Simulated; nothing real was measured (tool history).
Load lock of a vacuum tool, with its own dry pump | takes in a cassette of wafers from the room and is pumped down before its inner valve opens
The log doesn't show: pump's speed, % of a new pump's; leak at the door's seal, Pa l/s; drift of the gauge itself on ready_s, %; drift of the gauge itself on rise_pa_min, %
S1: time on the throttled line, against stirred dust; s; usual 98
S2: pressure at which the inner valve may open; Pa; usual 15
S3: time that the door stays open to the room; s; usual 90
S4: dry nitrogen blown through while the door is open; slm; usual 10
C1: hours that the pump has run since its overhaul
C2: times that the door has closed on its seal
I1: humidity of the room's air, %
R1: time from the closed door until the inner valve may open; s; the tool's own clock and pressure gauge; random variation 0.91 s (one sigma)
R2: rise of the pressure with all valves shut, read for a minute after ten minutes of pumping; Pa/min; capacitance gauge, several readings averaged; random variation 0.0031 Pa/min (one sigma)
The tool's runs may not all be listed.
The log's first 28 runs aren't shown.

Run 29, hour 2296.5: usual settings but S1 124 s, S2 21 Pa, S3 222 s, S4 39 slm; C1 6700; C2 8123; I1 45.5. Result: R1 166.3 s, R2 0.065 Pa/min.
Run 30, hour 2391: usual settings but S2 16 Pa, S4 8 slm; C1 6794; C2 8257; I1 46.9. Result: R1 145.7 s, R2 0.077 Pa/min.
Run 31, hour 2473.3: usual settings but S1 64 s, S2 27 Pa, S3 44 s, S4 6 slm; C1 6876; C2 8374; I1 40.6. Result: R1 114.4 s, R2 0.057 Pa/min.
Run 32, hour 2534.1: usual settings but S4 14 slm; C1 6937; C2 8460; I1 43.3. Result: R1 149.5 s, R2 0.066 Pa/min.
Run 33, hour 2608.8: usual settings but S4 14 slm; C1 7012; C2 8566; I1 44.5. Result: R1 147.2 s, R2 0.064 Pa/min.
Run 34, hour 2660.8: usual settings but S1 167 s; C1 7064; C2 8639; I1 44.6. Result: R1 205.2 s, R2 0.069 Pa/min.
Run 35, hour 2756.8: usual settings but S1 167 s, S2 10 Pa, S4 6 slm; C1 7160; C2 8776; I1 45. Result: R1 209 s, R2 0.082 Pa/min.
Run 36, hour 2804.6: usual settings but S1 167 s, S2 10 Pa, S4 6 slm; C1 7208; C2 8843; I1 45.8. Result: R1 207.2 s, R2 0.079 Pa/min.
Run 37, hour 2890.3: usual settings but S3 63 s, S4 6 slm; C1 7293; C2 8965; I1 43. Result: R1 147.3 s, R2 0.071 Pa/min.

Forecast each of these 3 alternatives for the next run:
Run A, hour 2952.7: usual settings but S3 195 s, S4 33 slm; C1 7356; C2 9053; I1 45.3. Result: R1 ?, R2 ?.
Run B, hour 2952.7: usual settings but S1 121 s; C1 7356; C2 9053; I1 44.7. Result: R1 ?, R2 ?.
Run C, hour 2952.7: usual settings but S1 164 s, S3 111 s, S4 5 slm; C1 7356; C2 9053; I1 44.4. Result: R1 ?, R2 ?.

run     R1     R2
  A  147.1  0.068
  B  166.5  0.074
  C  204.5  0.093
Without the tool's hidden state the same runs would have given:
run     R1     R2
  A  142.1  0.052
  B  161.8  0.058
  C  200.5  0.078
